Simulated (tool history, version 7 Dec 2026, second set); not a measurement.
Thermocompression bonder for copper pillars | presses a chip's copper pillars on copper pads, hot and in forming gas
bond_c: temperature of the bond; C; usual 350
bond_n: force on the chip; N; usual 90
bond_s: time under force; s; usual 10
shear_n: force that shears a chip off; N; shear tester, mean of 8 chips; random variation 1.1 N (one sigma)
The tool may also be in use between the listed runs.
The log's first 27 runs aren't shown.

run 28 day=8.971 | bond_c=334 bond_n=90 bond_s=5 | shear_n=58.5
run 29 day=9.333 | bond_c=359 bond_n=86 bond_s=10 | shear_n=87.1
run 30 day=9.708 | bond_c=362 bond_n=80 bond_s=10 | shear_n=83.7
run 31 day=10.071 | bond_c=362 bond_n=80 bond_s=10 | shear_n=85.7
run 32 day=10.329 | bond_c=355 bond_n=94 bond_s=17 | shear_n=101.3
run 33 day=10.767 | bond_c=368 bond_n=128 bond_s=17 | shear_n=117.3
run 34 day=11.221 | bond_c=334 bond_n=118 bond_s=17 | shear_n=97.5
run 35 day=11.462 | bond_c=376 bond_n=65 bond_s=9 | shear_n=77.6
run 36 day=11.838 | bond_c=376 bond_n=65 bond_s=9 | shear_n=79.1
run 37 day=12.238 | bond_c=350 bond_n=73 bond_s=7 | shear_n=64.9
run 38 day=12.588 | bond_c=350 bond_n=106 bond_s=22 | shear_n=107.8
run 39 day=12.788 | bond_c=350 bond_n=57 bond_s=14 | shear_n=67.8

5 ways to go on from here, each from the tool as it stands after run 39. What would each give?
run A day=13.138 | bond_c=364 bond_n=57 bond_s=14 | shear_n=?
run B day=13.138 | bond_c=349 bond_n=66 bond_s=18 | shear_n=?
run C day=13.138 | bond_c=333 bond_n=57 bond_s=14 | shear_n=?
run D day=13.138 | bond_c=350 bond_n=90 bond_s=29 | shear_n=?
run E day=13.138 | bond_c=365 bond_n=93 bond_s=13 | shear_n=?

run=A shear_n=77.6
run=B shear_n=81
run=C shear_n=58.4
run=D shear_n=105.6
run=E shear_n=99.3
Without the tool's hidden state the same runs would have given:
run=A shear_n=88.5
run=B shear_n=92.4
run=C shear_n=67.8
run=D shear_n=117.9
run=E shear_n=111.4

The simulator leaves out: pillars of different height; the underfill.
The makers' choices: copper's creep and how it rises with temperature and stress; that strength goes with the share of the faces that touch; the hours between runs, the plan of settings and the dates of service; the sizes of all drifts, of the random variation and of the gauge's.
